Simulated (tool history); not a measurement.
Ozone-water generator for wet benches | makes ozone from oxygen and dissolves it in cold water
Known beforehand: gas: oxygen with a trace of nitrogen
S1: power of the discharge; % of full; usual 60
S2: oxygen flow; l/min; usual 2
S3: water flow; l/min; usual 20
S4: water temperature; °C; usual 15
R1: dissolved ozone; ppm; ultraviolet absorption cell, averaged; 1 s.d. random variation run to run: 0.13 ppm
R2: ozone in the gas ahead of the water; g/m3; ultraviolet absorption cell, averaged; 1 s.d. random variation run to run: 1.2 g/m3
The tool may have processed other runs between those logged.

run	day	S1	S2	S3	S4	R1	R2
1	0	60	2	20	15	13.7	222
2	0.779	60	2	20	15	13.6	224.3
3	2.2	60	2	20	15	13.7	222.1
4	3.7	60	2	20	15	13.7	222.7
5	4.783	60	2	20	15	13.8	223.1
6	5.45	60	2	20	15	13.8	220.7
7	6.192	60	2	16	15	16.8	222.8
8	7.788	60	2	20	15	13.6	222.6
9	8.438	60	2.73	20	15	14.4	182.4
10	10.004	60	2.73	20	15	14	182.1
11	11.275	60	2.73	20	15	14.1	182.2
12	11.992	60	2	20	15	14	222.4
13	13.479	60	2	20	15	13.6	221.5
14	14.629	60	2.04	20	15	13.5	218.2
15	15.283	75	2.04	20	15	16.5	268.1
16	16.467	75	2.04	20	15	16.8	265.8
17	18.012	75	1.56	20	15	15.5	316.4
18	19.192	92	3.57	20	18	20.3	227.4
19	19.954	78	2	20	15	17	278.2
20	20.875	78	2	20	15	17.2	280
21	22.475	78	2	20	15	16.9	278.3
22	23.958	78	2	20	15	17.2	276.2
23	25.071	53	2.21	13	20	17	184.8
24	26.554	42	2.31	22	8	9.7	147
25	27.308	42	2.31	22	8	9.8	147.5
26	28.921	42	2.31	22	8	9.6	148.7
27	29.808	60	1.13	21	15	11.5	319.8
28	30.754	96	1.5	32	13	11.9	401.2
29	32.042	96	1.5	32	13	12.1	397.9

Predict each of these 4 candidate next runs independently; none follows another, all start after run 29:
A	33.212	96	1.55	32	7	?	?
B	33.212	43	1.46	30	15	?	?
C	33.212	60	2.79	20	17	?	?
D	33.212	70	2.4	17	13	?	?

run	R1	R2
A	12.2	392
B	6.2	201.8
C	14	180.1
D	18.8	226.2
What these runs would have given with no unlogged condition in the tool:
run	R1	R2
A	12.7	403.3
B	6.4	204.3
C	14.4	183.6
D	19.4	231.3
